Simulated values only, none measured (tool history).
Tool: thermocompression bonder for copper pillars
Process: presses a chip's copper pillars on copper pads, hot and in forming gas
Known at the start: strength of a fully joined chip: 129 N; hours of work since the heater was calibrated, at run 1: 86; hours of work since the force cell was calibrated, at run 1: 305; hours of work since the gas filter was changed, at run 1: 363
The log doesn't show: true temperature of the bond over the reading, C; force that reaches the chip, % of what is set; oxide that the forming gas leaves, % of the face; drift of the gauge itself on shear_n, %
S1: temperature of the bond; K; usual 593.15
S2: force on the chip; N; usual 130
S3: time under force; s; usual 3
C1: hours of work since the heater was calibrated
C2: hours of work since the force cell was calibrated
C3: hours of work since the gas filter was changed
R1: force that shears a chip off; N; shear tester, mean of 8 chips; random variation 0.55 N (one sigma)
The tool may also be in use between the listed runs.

run 1 hour=0.0 | S1=593.15 S2=130 S3=3 | C1=86 C2=305 C3=363 | R1=62.3
run 2 hour=15.6 | S1=593.15 S2=130 S3=4 | C1=94 C2=313 C3=371 | R1=67.2
run 3 hour=30.5 | S1=593.15 S2=130 S3=4 | C1=102 C2=321 C3=379 | R1=67.6
run 4 hour=41.7 | S1=593.15 S2=130 S3=4 | C1=108 C2=327 C3=385 | R1=67.4
run 5 hour=57.7 | S1=593.15 S2=130 S3=4 | C1=116 C2=335 C3=393 | R1=67.2
run 6 hour=72.5 | S1=593.15 S2=110 S3=3 | C1=124 C2=343 C3=401 | R1=54.1
-- hour=79.0 forming gas filter changed
run 7 hour=79.7 | S1=593.15 S2=110 S3=3 | C1=128 C2=346 C3=0 | R1=56.1
run 8 hour=86.5 | S1=593.15 S2=110 S3=3 | C1=131 C2=350 C3=4 | R1=56.3
run 9 hour=95.3 | S1=598.15 S2=130 S3=3 | C1=136 C2=354 C3=9 | R1=66.2
run 10 hour=109.8 | S1=598.15 S2=130 S3=3 | C1=143 C2=362 C3=16 | R1=66.4
run 11 hour=119.4 | S1=593.15 S2=130 S3=3 | C1=148 C2=367 C3=21 | R1=63.6
run 12 hour=129.4 | S1=601.15 S2=130 S3=3 | C1=153 C2=372 C3=26 | R1=69.4
run 13 hour=143.2 | S1=622.15 S2=130 S3=3 | C1=161 C2=379 C3=33 | R1=82.7
run 14 hour=153.8 | S1=622.15 S2=130 S3=3 | C1=166 C2=385 C3=39 | R1=81.7
run 15 hour=165.8 | S1=622.15 S2=179 S3=3 | C1=172 C2=391 C3=45 | R1=97.3
run 16 hour=181.4 | S1=622.15 S2=179 S3=3 | C1=180 C2=399 C3=53 | R1=97.4
run 17 hour=196.6 | S1=593.15 S2=174 S3=3 | C1=188 C2=407 C3=61 | R1=78.7
run 18 hour=209.3 | S1=593.15 S2=130 S3=3 | C1=195 C2=414 C3=68 | R1=63.4
run 19 hour=222.5 | S1=593.15 S2=130 S3=3 | C1=202 C2=421 C3=75 | R1=63.6
run 20 hour=237.1 | S1=593.15 S2=130 S3=3 | C1=209 C2=428 C3=82 | R1=64.1
run 21 hour=248.9 | S1=593.15 S2=130 S3=3 | C1=216 C2=434 C3=88 | R1=63.3
run 22 hour=257.9 | S1=568.15 S2=91 S3=7 | C1=220 C2=439 C3=93 | R1=49.6
run 23 hour=266.1 | S1=593.15 S2=88 S3=3 | C1=225 C2=443 C3=97 | R1=46.4
run 24 hour=277.3 | S1=565.15 S2=88 S3=3 | C1=230 C2=449 C3=103 | R1=33.1
run 25 hour=292.3 | S1=593.15 S2=99 S3=8 | C1=238 C2=457 C3=111 | R1=72.4
run 26 hour=304.3 | S1=576.15 S2=165 S3=3 | C1=244 C2=463 C3=117 | R1=64.2
run 27 hour=311.9 | S1=571.15 S2=106 S3=9 | C1=248 C2=467 C3=121 | R1=63.9
run 28 hour=326.3 | S1=566.15 S2=106 S3=3 | C1=256 C2=475 C3=129 | R1=39.5
run 29 hour=335.2 | S1=576.15 S2=150 S3=7 | C1=261 C2=479 C3=133 | R1=78.9
run 30 hour=349.0 | S1=604.15 S2=155 S3=2 | C1=268 C2=487 C3=141 | R1=70.0
run 31 hour=361.0 | S1=604.15 S2=155 S3=2 | C1=274 C2=493 C3=147 | R1=70.6
run 32 hour=372.6 | S1=604.15 S2=155 S3=2 | C1=280 C2=499 C3=153 | R1=70.5
run 33 hour=383.3 | S1=609.15 S2=112 S3=2 | C1=286 C2=504 C3=158 | R1=57.0
run 34 hour=389.9 | S1=609.15 S2=112 S3=2 | C1=289 C2=508 C3=162 | R1=57.6
run 35 hour=399.7 | S1=609.15 S2=93 S3=2 | C1=294 C2=513 C3=167 | R1=50.0
run 36 hour=411.9 | S1=604.15 S2=93 S3=6 | C1=301 C2=519 C3=173 | R1=69.9
run 37 hour=428.0 | S1=599.15 S2=115 S3=6 | C1=309 C2=528 C3=182 | R1=78.2
run 38 hour=440.9 | S1=595.15 S2=192 S3=6 | C1=316 C2=534 C3=188 | R1=100.6
run 39 hour=451.0 | S1=589.15 S2=192 S3=4 | C1=321 C2=540 C3=194 | R1=87.0
run 40 hour=461.1 | S1=609.15 S2=110 S3=9 | C1=326 C2=545 C3=199 | R1=89.4
run 41 hour=468.0 | S1=579.15 S2=130 S3=3 | C1=330 C2=549 C3=203 | R1=55.7

Some steps in R1 between neighbouring runs. How much of each would the tool show without its hidden state too (settings, what came in, random variation), and how much is left for the hidden state, with any gauge scatter that isn't in both results?
Run 6 -> 7: forming gas filter changed. R1 +2.0 N: hidden state +2.1, all else -0.1.
Run 24 -> 25: S1 565.15 -> 593.15, S2 88 -> 99, S3 3 -> 8. R1 +39.3 N: hidden state +0.1, all else +39.2.
Run 28 -> 29: S1 566.15 -> 576.15, S2 106 -> 150, S3 3 -> 7. R1 +39.4 N: hidden state +0.1, all else +39.3.
Run 37 -> 38: S1 599.15 -> 595.15, S2 115 -> 192. R1 +22.4 N: hidden state -0.7, all else +23.1.
Run 40 -> 41: S1 609.15 -> 579.15, S2 110 -> 130, S3 9 -> 3. R1 -33.7 N: hidden state +0.6, all else -34.3.
